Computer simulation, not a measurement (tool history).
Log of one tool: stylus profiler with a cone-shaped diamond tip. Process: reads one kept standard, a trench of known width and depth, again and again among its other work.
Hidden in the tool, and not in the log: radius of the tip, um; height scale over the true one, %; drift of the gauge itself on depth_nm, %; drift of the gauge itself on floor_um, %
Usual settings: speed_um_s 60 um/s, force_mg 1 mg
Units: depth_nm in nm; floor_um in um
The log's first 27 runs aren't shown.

run	hour	speed_um_s	force_mg	scans with this tip	hours of work since the height scale was calibrated	depth_nm	floor_um
28	1013	228	2.24	4483	877	1014.51	42.61
29	1059.6	15	0.48	4599	900	1007.32	43.49
30	1087.5	70	1.65	4669	913	1012	43.2
31	1128.8	70	1.65	4772	933	1012.74	43.24
32	1169.5	17	1	4874	953	1010.65	43.46
33	1213.5	114	0.55	4984	975	1008.37	42.59
34	1258.6	114	0.55	5096	997	1008.51	42.54
35	1292	114	0.55	5180	1013	1008.27	42.53
36	1341.7	121	0.49	5304	1037	1008.27	42.43
37	1376.8	45	1.47	5391	1055	1012.48	43.29
38	1407.2	74	0.4	5468	1069	1007.82	42.72
39	1459.2	194	0.81	5597	1095	1010.17	42.07
40	1508.4	18	0.81	5720	1119	1009.93	43.41
41	1544.5	18	0.81	5811	1137	1010.3	43.39
42	1570.9	18	0.81	5876	1149	1010.18	43.36
43	1601.5	50	0.35	5953	1164	1008.14	42.97
44	1636.9	50	0.35	6041	1182	1008.12	42.94

Forecast run 45:
45	1682	151	0.43	6154	1204	?	?

Run 45 gave depth_nm 1008.52 nm, floor_um 41.96 um.
Without the tool's hidden state the same run would have given depth_nm 1003.51 nm, floor_um 42.46 um.

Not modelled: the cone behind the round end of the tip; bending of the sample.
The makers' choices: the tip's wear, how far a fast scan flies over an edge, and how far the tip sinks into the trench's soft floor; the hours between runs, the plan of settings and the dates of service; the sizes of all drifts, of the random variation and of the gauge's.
